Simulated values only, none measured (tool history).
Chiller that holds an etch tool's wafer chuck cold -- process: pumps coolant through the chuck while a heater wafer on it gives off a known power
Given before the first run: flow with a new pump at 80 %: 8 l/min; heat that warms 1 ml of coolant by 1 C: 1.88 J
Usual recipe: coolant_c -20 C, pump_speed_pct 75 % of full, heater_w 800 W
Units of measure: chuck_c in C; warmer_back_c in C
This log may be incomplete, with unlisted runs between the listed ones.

run 1 hour=0.0 | coolant_c=-20 pump_speed_pct=75 heater_w=800 | chuck_c=-9.0 warmer_back_c=3.43
run 2 hour=83.2 | coolant_c=-20 pump_speed_pct=75 heater_w=800 | chuck_c=-9.1 warmer_back_c=3.36
run 3 hour=144.5 | coolant_c=-20 pump_speed_pct=75 heater_w=800 | chuck_c=-9.1 warmer_back_c=3.42
run 4 hour=264.9 | coolant_c=-20 pump_speed_pct=75 heater_w=800 | chuck_c=-9.1 warmer_back_c=3.46
run 5 hour=335.0 | coolant_c=-20 pump_speed_pct=75 heater_w=800 | chuck_c=-9.0 warmer_back_c=3.41
-- hour=381.3 chiller's thermometer calibrated
run 6 hour=447.7 | coolant_c=-20 pump_speed_pct=75 heater_w=542 | chuck_c=-12.6 warmer_back_c=2.31
run 7 hour=558.4 | coolant_c=-20 pump_speed_pct=75 heater_w=800 | chuck_c=-9.0 warmer_back_c=3.52
run 8 hour=645.3 | coolant_c=-20 pump_speed_pct=75 heater_w=800 | chuck_c=-8.9 warmer_back_c=3.43
run 9 hour=759.3 | coolant_c=-20 pump_speed_pct=75 heater_w=800 | chuck_c=-9.3 warmer_back_c=3.47
run 10 hour=875.7 | coolant_c=-20 pump_speed_pct=75 heater_w=800 | chuck_c=-8.9 warmer_back_c=3.53
run 11 hour=968.5 | coolant_c=-20 pump_speed_pct=75 heater_w=800 | chuck_c=-8.9 warmer_back_c=3.49
run 12 hour=1028.2 | coolant_c=-21 pump_speed_pct=75 heater_w=848 | chuck_c=-9.6 warmer_back_c=3.75

What does the tool deliver on the next run?
run 13 hour=1100.7 | coolant_c=-21 pump_speed_pct=89 heater_w=1105 | chuck_c=? warmer_back_c=?

chuck_c: -7.9 C
warmer_back_c: 4.12 C
Take away the tool's hidden state, keep the run-to-run variation as it was, and the same run would have given chuck_c -7.9 C, warmer_back_c 4.02 C.

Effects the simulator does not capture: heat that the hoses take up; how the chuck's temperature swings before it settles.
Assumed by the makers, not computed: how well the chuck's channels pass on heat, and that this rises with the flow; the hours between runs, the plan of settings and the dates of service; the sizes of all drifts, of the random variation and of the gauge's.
